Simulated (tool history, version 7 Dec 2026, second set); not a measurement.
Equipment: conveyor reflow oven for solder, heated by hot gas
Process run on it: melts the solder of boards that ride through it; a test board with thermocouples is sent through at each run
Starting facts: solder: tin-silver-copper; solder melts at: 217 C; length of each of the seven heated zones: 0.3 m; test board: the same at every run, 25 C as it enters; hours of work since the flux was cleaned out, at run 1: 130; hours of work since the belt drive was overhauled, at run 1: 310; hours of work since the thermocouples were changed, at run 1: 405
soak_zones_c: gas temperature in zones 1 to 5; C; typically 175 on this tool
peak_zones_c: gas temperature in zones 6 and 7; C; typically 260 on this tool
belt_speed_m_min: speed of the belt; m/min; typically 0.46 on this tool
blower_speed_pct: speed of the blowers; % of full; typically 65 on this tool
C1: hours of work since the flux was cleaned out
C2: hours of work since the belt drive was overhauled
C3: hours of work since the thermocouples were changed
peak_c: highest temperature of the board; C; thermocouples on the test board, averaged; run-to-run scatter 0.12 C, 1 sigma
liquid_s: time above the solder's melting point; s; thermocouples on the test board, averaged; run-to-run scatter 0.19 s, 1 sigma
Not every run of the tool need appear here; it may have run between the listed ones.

{"run": 1, "hour": 0.0, "soak_zones_c": 175, "peak_zones_c": 260, "belt_speed_m_min": 0.46, "blower_speed_pct": 65, "C1": 130, "C2": 310, "C3": 405, "peak_c": 246.7, "liquid_s": 54.7}
{"run": 2, "hour": 17.6, "soak_zones_c": 175, "peak_zones_c": 260, "belt_speed_m_min": 0.46, "blower_speed_pct": 65, "C1": 138, "C2": 317, "C3": 412, "peak_c": 246.9, "liquid_s": 55.3}
{"run": 3, "hour": 51.5, "soak_zones_c": 188, "peak_zones_c": 260, "belt_speed_m_min": 0.46, "blower_speed_pct": 65, "C1": 151, "C2": 331, "C3": 426, "peak_c": 249.3, "liquid_s": 62.1}
{"run": 4, "hour": 81.5, "soak_zones_c": 188, "peak_zones_c": 260, "belt_speed_m_min": 0.46, "blower_speed_pct": 65, "C1": 164, "C2": 343, "C3": 438, "peak_c": 248.9, "liquid_s": 62.1}
{"hour": 123.7, "done": "flux residue cleaned out of gas plates and filters"}
{"run": 5, "hour": 123.7, "soak_zones_c": 188, "peak_zones_c": 260, "belt_speed_m_min": 0.46, "blower_speed_pct": 65, "C1": 0, "C2": 358, "C3": 453, "peak_c": 249.4, "liquid_s": 62.9}
{"run": 6, "hour": 143.6, "soak_zones_c": 188, "peak_zones_c": 260, "belt_speed_m_min": 0.46, "blower_speed_pct": 65, "C1": 8, "C2": 366, "C3": 462, "peak_c": 249, "liquid_s": 62.6}
{"run": 7, "hour": 170.3, "soak_zones_c": 188, "peak_zones_c": 260, "belt_speed_m_min": 0.46, "blower_speed_pct": 65, "C1": 19, "C2": 377, "C3": 472, "peak_c": 249.2, "liquid_s": 63.2}
{"run": 8, "hour": 196.7, "soak_zones_c": 175, "peak_zones_c": 260, "belt_speed_m_min": 0.46, "blower_speed_pct": 80, "C1": 30, "C2": 388, "C3": 483, "peak_c": 249.7, "liquid_s": 58.9}
{"run": 9, "hour": 216.0, "soak_zones_c": 175, "peak_zones_c": 260, "belt_speed_m_min": 0.46, "blower_speed_pct": 80, "C1": 38, "C2": 396, "C3": 491, "peak_c": 249.9, "liquid_s": 58.7}
{"run": 10, "hour": 242.2, "soak_zones_c": 175, "peak_zones_c": 260, "belt_speed_m_min": 0.414, "blower_speed_pct": 65, "C1": 48, "C2": 406, "C3": 502, "peak_c": 250, "liquid_s": 65.2}
{"run": 11, "hour": 267.2, "soak_zones_c": 175, "peak_zones_c": 260, "belt_speed_m_min": 0.414, "blower_speed_pct": 65, "C1": 58, "C2": 417, "C3": 512, "peak_c": 249.7, "liquid_s": 65.4}
{"run": 12, "hour": 300.5, "soak_zones_c": 175, "peak_zones_c": 260, "belt_speed_m_min": 0.414, "blower_speed_pct": 65, "C1": 72, "C2": 430, "C3": 525, "peak_c": 250.1, "liquid_s": 65.1}
{"hour": 332.4, "done": "thermocouples of zones 6 and 7 changed"}
{"run": 13, "hour": 333.0, "soak_zones_c": 169, "peak_zones_c": 260, "belt_speed_m_min": 0.46, "blower_speed_pct": 65, "C1": 84, "C2": 443, "C3": 0, "peak_c": 244.6, "liquid_s": 50.8}
{"run": 14, "hour": 352.7, "soak_zones_c": 167, "peak_zones_c": 257, "belt_speed_m_min": 0.46, "blower_speed_pct": 64, "C1": 92, "C2": 451, "C3": 8, "peak_c": 241.5, "liquid_s": 47.3}
{"run": 15, "hour": 375.7, "soak_zones_c": 167, "peak_zones_c": 259, "belt_speed_m_min": 0.41, "blower_speed_pct": 68, "C1": 102, "C2": 460, "C3": 18, "peak_c": 247.5, "liquid_s": 60.7}
{"run": 16, "hour": 404.7, "soak_zones_c": 165, "peak_zones_c": 263, "belt_speed_m_min": 0.46, "blower_speed_pct": 76, "C1": 114, "C2": 472, "C3": 29, "peak_c": 248.7, "liquid_s": 54}
{"run": 17, "hour": 431.9, "soak_zones_c": 185, "peak_zones_c": 273, "belt_speed_m_min": 0.46, "blower_speed_pct": 58, "C1": 125, "C2": 483, "C3": 40, "peak_c": 257.3, "liquid_s": 66.3}
{"run": 18, "hour": 450.9, "soak_zones_c": 175, "peak_zones_c": 260, "belt_speed_m_min": 0.542, "blower_speed_pct": 65, "C1": 132, "C2": 491, "C3": 48, "peak_c": 240.5, "liquid_s": 40}
{"run": 19, "hour": 488.9, "soak_zones_c": 175, "peak_zones_c": 260, "belt_speed_m_min": 0.542, "blower_speed_pct": 65, "C1": 148, "C2": 506, "C3": 64, "peak_c": 240.5, "liquid_s": 39.7}
{"run": 20, "hour": 509.8, "soak_zones_c": 175, "peak_zones_c": 260, "belt_speed_m_min": 0.401, "blower_speed_pct": 80, "C1": 156, "C2": 514, "C3": 72, "peak_c": 251.3, "liquid_s": 69.8}
{"run": 21, "hour": 537.1, "soak_zones_c": 175, "peak_zones_c": 260, "belt_speed_m_min": 0.401, "blower_speed_pct": 80, "C1": 167, "C2": 526, "C3": 83, "peak_c": 251.4, "liquid_s": 70.1}
{"run": 22, "hour": 561.1, "soak_zones_c": 181, "peak_zones_c": 260, "belt_speed_m_min": 0.401, "blower_speed_pct": 67, "C1": 177, "C2": 535, "C3": 93, "peak_c": 250.4, "liquid_s": 71.3}
{"hour": 571.2, "done": "flux residue cleaned out of gas plates and filters"}
{"run": 23, "hour": 588.5, "soak_zones_c": 162, "peak_zones_c": 255, "belt_speed_m_min": 0.534, "blower_speed_pct": 59, "C1": 7, "C2": 545, "C3": 102, "peak_c": 233.2, "liquid_s": 28.4}
{"run": 24, "hour": 616.3, "soak_zones_c": 162, "peak_zones_c": 255, "belt_speed_m_min": 0.534, "blower_speed_pct": 59, "C1": 18, "C2": 556, "C3": 113, "peak_c": 233.1, "liquid_s": 28.1}
{"run": 25, "hour": 649.6, "soak_zones_c": 162, "peak_zones_c": 255, "belt_speed_m_min": 0.534, "blower_speed_pct": 59, "C1": 32, "C2": 569, "C3": 127, "peak_c": 233.1, "liquid_s": 28.5}

Branching from run 25: 5 alternative next runs. What would each branch give?
{"run": "A", "hour": 688.6, "soak_zones_c": 162, "peak_zones_c": 273, "belt_speed_m_min": 0.493, "blower_speed_pct": 59, "C1": 48, "C2": 585, "C3": 143, "peak_c": "?", "liquid_s": "?"}
{"run": "B", "hour": 688.6, "soak_zones_c": 168, "peak_zones_c": 255, "belt_speed_m_min": 0.451, "blower_speed_pct": 59, "C1": 48, "C2": 585, "C3": 143, "peak_c": "?", "liquid_s": "?"}
{"run": "C", "hour": 688.6, "soak_zones_c": 162, "peak_zones_c": 252, "belt_speed_m_min": 0.483, "blower_speed_pct": 59, "C1": 48, "C2": 585, "C3": 143, "peak_c": "?", "liquid_s": "?"}
{"run": "D", "hour": 688.6, "soak_zones_c": 175, "peak_zones_c": 272, "belt_speed_m_min": 0.46, "blower_speed_pct": 65, "C1": 48, "C2": 585, "C3": 143, "peak_c": "?", "liquid_s": "?"}
{"run": "E", "hour": 688.6, "soak_zones_c": 162, "peak_zones_c": 255, "belt_speed_m_min": 0.461, "blower_speed_pct": 59, "C1": 48, "C2": 585, "C3": 143, "peak_c": "?", "liquid_s": "?"}

run=A peak_c=251.3 liquid_s=49.5
run=B peak_c=240 liquid_s=46.8
run=C peak_c=233.9 liquid_s=33.8
run=D peak_c=256.6 liquid_s=62.6
run=E peak_c=238 liquid_s=41.1
The same runs, with their run-to-run variation unchanged, on a tool lacking any hidden condition would have given:
run=A peak_c=251.1 liquid_s=49
run=B peak_c=239.8 liquid_s=46.2
run=C peak_c=233.7 liquid_s=33.3
run=D peak_c=256.4 liquid_s=62.1
run=E peak_c=237.8 liquid_s=40.6
